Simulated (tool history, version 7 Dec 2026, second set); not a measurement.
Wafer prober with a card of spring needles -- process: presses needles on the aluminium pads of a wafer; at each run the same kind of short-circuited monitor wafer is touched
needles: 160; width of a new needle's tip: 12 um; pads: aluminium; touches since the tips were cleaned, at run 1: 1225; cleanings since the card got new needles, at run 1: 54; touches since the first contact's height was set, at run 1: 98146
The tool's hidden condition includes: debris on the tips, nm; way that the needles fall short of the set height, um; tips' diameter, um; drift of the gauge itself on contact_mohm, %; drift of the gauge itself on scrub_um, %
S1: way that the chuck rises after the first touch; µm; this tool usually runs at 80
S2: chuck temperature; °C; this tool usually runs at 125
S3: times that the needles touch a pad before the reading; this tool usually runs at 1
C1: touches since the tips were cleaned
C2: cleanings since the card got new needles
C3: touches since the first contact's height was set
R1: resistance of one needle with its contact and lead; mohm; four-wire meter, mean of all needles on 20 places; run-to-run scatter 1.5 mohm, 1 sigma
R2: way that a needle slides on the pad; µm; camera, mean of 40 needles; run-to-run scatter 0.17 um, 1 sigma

Run 1, day 0.000: usual settings; C1 1225; C2 54; C3 98146. Result: R1 178 mohm, R2 16.10 µm.
At day 0.050: tips cleaned on abrasive film.
At day 0.242: tips cleaned on abrasive film.
At day 0.479: tips cleaned on abrasive film.
At day 0.717: tips cleaned on abrasive film.
At day 0.954: tips cleaned on abrasive film.
At day 1.142: tips cleaned on abrasive film.
At day 1.379: tips cleaned on abrasive film.
At day 1.617: tips cleaned on abrasive film.
Run 2, day 1.654: usual settings; C1 315; C2 62; C3 111438. Result: R1 156 mohm, R2 16.30 µm.
At day 1.846: tips cleaned on abrasive film.
At day 2.083: tips cleaned on abrasive film.
At day 2.275: tips cleaned on abrasive film.
At day 2.512: tips cleaned on abrasive film.
At day 2.750: tips cleaned on abrasive film.
At day 2.983: tips cleaned on abrasive film.
At day 3.200: tips cleaned on abrasive film.
Run 3, day 3.200: usual settings but S2 71 °C; C1 0; C2 69; C3 123848. Result: R1 144 mohm, R2 15.99 µm.
At day 3.392: tips cleaned on abrasive film.
At day 3.629: tips cleaned on abrasive film.
At day 3.867: tips cleaned on abrasive film.
At day 4.054: tips cleaned on abrasive film.
At day 4.292: tips cleaned on abrasive film.
At day 4.446: height of the first contact set anew.
At day 4.542: tips cleaned on abrasive film.
At day 4.779: tips cleaned on abrasive film.
Run 4, day 4.900: usual settings; C1 985; C2 76; C3 3656. Result: R1 168 mohm, R2 17.74 µm.
At day 4.996: tips cleaned on abrasive film.
At day 5.233: tips cleaned on abrasive film.
At day 5.471: tips cleaned on abrasive film.
At day 5.708: tips cleaned on abrasive film.
At day 5.946: tips cleaned on abrasive film.
At day 6.183: tips cleaned on abrasive film.
Run 5, day 6.233: usual settings; C1 436; C2 82; C3 14395. Result: R1 161 mohm, R2 17.29 µm.
At day 6.379: tips cleaned on abrasive film.
At day 6.617: tips cleaned on abrasive film.
At day 6.854: tips cleaned on abrasive film.
At day 7.092: tips cleaned on abrasive film.
At day 7.329: tips cleaned on abrasive film.
At day 7.517: tips cleaned on abrasive film.
At day 7.754: tips cleaned on abrasive film.
At day 7.946: tips cleaned on abrasive film.
At day 8.138: tips cleaned on abrasive film.
Run 6, day 8.217: usual settings but S3 3; C1 663; C2 91; C3 30322. Result: R1 157 mohm, R2 17.34 µm.
At day 8.362: tips cleaned on abrasive film.
At day 8.550: tips cleaned on abrasive film.
At day 8.788: tips cleaned on abrasive film.
At day 8.979: tips cleaned on abrasive film.
At day 9.171: tips cleaned on abrasive film.
At day 9.408: tips cleaned on abrasive film.
At day 9.596: tips cleaned on abrasive film.
At day 9.833: tips cleaned on abrasive film.
Run 7, day 9.967: usual settings but S3 3; C1 1076; C2 99; C3 44371. Result: R1 158 mohm, R2 17.14 µm.
At day 10.062: tips cleaned on abrasive film.
At day 10.254: tips cleaned on abrasive film.
At day 10.492: tips cleaned on abrasive film.
At day 10.679: tips cleaned on abrasive film.
At day 10.917: tips cleaned on abrasive film.
At day 11.154: tips cleaned on abrasive film.
At day 11.392: tips cleaned on abrasive film.
At day 11.629: tips cleaned on abrasive film.
At day 11.867: tips cleaned on abrasive film.
At day 12.104: tips cleaned on abrasive film.
Run 8, day 12.229: usual settings but S1 99 µm, S2 106 °C, S3 3; C1 1026; C2 109; C3 62568. Result: R1 152 mohm, R2 20.99 µm.
At day 12.325: tips cleaned on abrasive film.
At day 12.562: tips cleaned on abrasive film.
At day 12.754: tips cleaned on abrasive film.
At day 12.992: tips cleaned on abrasive film.
At day 13.229: tips cleaned on abrasive film.
At day 13.462: tips cleaned on abrasive film.
Run 9, day 13.600: usual settings but S1 64 µm, S2 64 °C, S3 3; C1 1116; C2 115; C3 73605. Result: R1 162 mohm, R2 12.94 µm.
At day 13.700: tips cleaned on abrasive film.
At day 13.933: tips cleaned on abrasive film.
At day 14.125: tips cleaned on abrasive film.
At day 14.362: tips cleaned on abrasive film.
At day 14.600: tips cleaned on abrasive film.
At day 14.838: tips cleaned on abrasive film.
At day 15.029: tips cleaned on abrasive film.
Run 10, day 15.171: usual settings but S1 70 µm, S2 64 °C, S3 3; C1 1179; C2 122; C3 86232. Result: R1 164 mohm, R2 14.42 µm.
At day 15.221: tips cleaned on abrasive film.
At day 15.412: tips cleaned on abrasive film.
At day 15.650: tips cleaned on abrasive film.
At day 15.888: tips cleaned on abrasive film.
At day 16.125: tips cleaned on abrasive film.
At day 16.362: tips cleaned on abrasive film.
At day 16.596: tips cleaned on abrasive film.
At day 16.833: tips cleaned on abrasive film.
At day 17.025: tips cleaned on abrasive film.
At day 17.262: tips cleaned on abrasive film.
At day 17.500: tips cleaned on abrasive film.
Run 11, day 17.533: usual settings but S1 86 µm, S2 44 °C, S3 2; C1 273; C2 133; C3 105202. Result: R1 144 mohm, R2 17.92 µm.

What will run 12 give?
At day 17.725: tips cleaned on abrasive film.
At day 17.962: tips cleaned on abrasive film.
At day 18.196: tips cleaned on abrasive film.
At day 18.388: tips cleaned on abrasive film.
At day 18.625: tips cleaned on abrasive film.
At day 18.862: tips cleaned on abrasive film.
At day 19.100: tips cleaned on abrasive film.
At day 19.338: tips cleaned on abrasive film.
At day 19.525: tips cleaned on abrasive film.
At day 19.762: tips cleaned on abrasive film.
Run 12, day 19.817: usual settings but S1 86 µm, S2 44 °C, S3 2; C1 417; C2 143; C3 123553. Result: R1 ?, R2 ?.

Run 12 measured R1 145 mohm, R2 17.27 µm.
Minus the tool's unlogged condition, the same run would have read R1 131 mohm, R2 19.03 µm.
